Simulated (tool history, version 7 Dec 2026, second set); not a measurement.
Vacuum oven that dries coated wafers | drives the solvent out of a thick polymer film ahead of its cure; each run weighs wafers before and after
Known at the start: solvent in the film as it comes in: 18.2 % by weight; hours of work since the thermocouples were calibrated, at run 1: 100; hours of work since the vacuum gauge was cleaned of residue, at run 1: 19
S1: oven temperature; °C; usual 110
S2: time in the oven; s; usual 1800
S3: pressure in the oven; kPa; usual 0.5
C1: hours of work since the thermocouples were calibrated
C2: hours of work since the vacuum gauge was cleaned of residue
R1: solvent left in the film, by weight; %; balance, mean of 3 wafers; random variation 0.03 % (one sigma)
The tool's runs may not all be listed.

run	hour	S1	S2	S3	C1	C2	R1
1	0	110	1800	0.5	100	19	0.8
2	17.7	110	1080	0.5	110	29	2.37
3	31.6	122	1800	0.5	117	37	0.17
4	40.5	110	1800	0.5	122	42	0.82
5	54.8	110	1800	0.5	130	50	0.81
6	63	110	1800	0.5	135	54	0.77
7	80.6	110	1380	0.5	144	64	1.44
8	96	110	1380	0.5	153	73	1.49
9	110.2	110	1380	0.369	161	80	1.45
10	121.2	110	2460	0.5	167	87	0.37
11	139.5	110	1800	0.5	177	97	0.86
12	154	101	3000	0.563	185	105	0.96
13	164.7	101	3000	0.563	191	111	0.9
14	175.7	101	3000	0.563	197	117	0.98
15	186.1	101	3000	0.563	203	122	0.9
16	195	115	960	1.397	208	127	2.01
17	212.8	97	2460	1.397	218	137	2.73
18	227.7	110	1800	1.276	226	146	1.06
19	235.2	110	1800	1.276	230	150	1.03
20	247.5	96	2280	1.276	237	157	3.26
21	257.9	96	1140	0.547	243	162	6.48
22	274.7	113	1800	1.814	252	172	0.9

Some steps in R1 between neighbouring runs. How much of each would the tool show without its hidden state too (settings, what came in, random variation), and how much is left for the hidden state, with any gauge scatter that isn't in both results?
The hidden state here: true wafer temperature over the reading, C; true pressure over the reading, kPa; drift of the gauge itself on solvent_pct, %.
Run 19 -> 20: S1 110 -> 96, S2 1800 -> 2280. R1 +2.23 %: hidden state -0.08, all else +2.31.
Run 20 -> 21: S2 2280 -> 1140, S3 1.276 -> 0.547. R1 +3.22 %: hidden state -0.03, all else +3.25.
Run 21 -> 22: S1 96 -> 113, S2 1140 -> 1800, S3 0.547 -> 1.814. R1 -5.58 %: hidden state +0.12, all else -5.7.
